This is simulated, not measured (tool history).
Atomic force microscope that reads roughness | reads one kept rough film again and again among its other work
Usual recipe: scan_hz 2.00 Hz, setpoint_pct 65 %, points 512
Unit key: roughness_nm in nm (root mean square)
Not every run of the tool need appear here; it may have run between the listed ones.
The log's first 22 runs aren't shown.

run,hour,scan_hz,setpoint_pct,points,roughness_nm
23,1173.1,2.18,65,337,3.725
# hour 1195.6: new tip fitted
24,1231.3,0.89,88,333,4.282
25,1291.3,1.08,65,512,4.372
26,1326.9,1.08,65,512,4.231
# hour 1362.5: height scale calibrated on a step standard
27,1366.9,1.08,70,777,4.170
28,1437.1,0.68,70,777,4.038
# hour 1480.6: new tip fitted
29,1480.9,0.68,70,777,4.902
30,1555.5,1.97,82,361,4.021
31,1585.9,2.00,60,400,4.385
32,1618.0,0.64,83,352,4.246
33,1671.8,0.64,61,360,4.201
34,1730.4,0.71,61,471,4.017
# hour 1761.5: new tip fitted
35,1799.5,0.71,61,471,4.723
36,1869.3,2.00,65,454,4.268
37,1900.0,1.36,67,591,4.269
38,1945.5,2.32,89,370,3.385
39,2003.2,0.53,60,512,4.064
# hour 2044.1: new tip fitted
40,2055.2,0.67,65,512,4.881

4 ways to go on from here, each from the tool as it stands after run 40. What would each give?
A,2114.6,0.59,79,480,?
B,2114.6,1.95,80,319,?
C,2114.6,0.67,65,512,?
D,2114.6,0.67,58,285,?

run,roughness_nm
A,4.535
B,4.120
C,4.637
D,4.603
Without the tool's unlogged condition, the same runs would have read:
run,roughness_nm
A,4.843
B,4.400
C,4.951
D,4.916
